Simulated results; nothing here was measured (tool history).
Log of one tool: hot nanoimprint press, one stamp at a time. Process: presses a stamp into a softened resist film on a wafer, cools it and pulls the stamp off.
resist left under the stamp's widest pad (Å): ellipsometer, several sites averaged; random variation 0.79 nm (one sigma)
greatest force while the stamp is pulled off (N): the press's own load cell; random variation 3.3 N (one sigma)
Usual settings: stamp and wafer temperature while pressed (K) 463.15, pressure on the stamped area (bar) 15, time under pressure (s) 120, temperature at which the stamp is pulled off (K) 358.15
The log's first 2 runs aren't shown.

run	day	stamp and wafer temperature while pressed (K)	pressure on the stamped area (bar)	time under pressure (s)	temperature at which the stamp is pulled off (K)	hours of work since the thermocouple was calibrated	imprints on the stamp's release coat	hours of work since the press's seals were changed	resist left under the stamp's widest pad (Å)	greatest force while the stamp is pulled off (N)
# day 0.871: stamp cleaned and given a new release coat
3	1.208	463.15	15	120	358.15	401	28	211	2319	162
4	1.704	463.15	15	120	358.15	410	70	221	2316	160
5	2.396	463.15	15	120	358.15	424	129	234	2313	162
# day 2.942: plate thermocouple calibrated
6	3.096	463.15	13.3	120	358.15	3	177	245	2431	163
7	3.654	463.15	15	120	358.15	13	224	255	2313	165
8	4.283	463.15	15	120	358.15	25	277	267	2321	163
9	4.646	463.15	15	120	358.15	32	308	274	2308	157
10	5.342	463.15	15	120	358.15	45	366	287	2327	164
11	5.742	463.15	15	120	345.15	53	400	295	2337	192
12	6.471	463.15	15	120	358.15	67	461	309	2343	160
13	6.95	463.15	15	120	358.15	76	502	318	2325	166
14	7.612	463.15	15	120	358.15	88	557	330	2338	159
15	8.283	463.15	15	120	358.15	101	614	343	2342	157
16	8.858	463.15	15	214	358.15	112	662	354	1909	164
17	9.321	458.15	15	120	351.15	121	701	363	2670	186
18	9.95	458.15	16.9	105	351.15	133	754	374	2657	170
19	10.25	463.15	16.8	120	344.15	138	779	380	2242	194
20	10.746	463.15	16.8	120	344.15	148	821	389	2248	194
21	11.083	463.15	16.8	120	344.15	154	850	396	2244	195
22	11.5	463.15	22.4	133	344.15	162	885	404	1919	192
23	11.867	463.15	22.4	133	344.15	169	916	411	1926	189
24	12.396	453.15	10.2	133	344.15	179	960	421	3228	194
25	12.962	474.15	10.2	133	355.15	190	1008	431	1976	168

Forecast run 26:
26	13.467	455.15	14.3	120	358.15	199	1050	441	?	?

resist left under the stamp's widest pad (Å): 2924
greatest force while the stamp is pulled off (N): 163
Without the tool's hidden state the same run would have given resist left under the stamp's widest pad (Å) 2872, greatest force while the stamp is pulled off (N) 162.
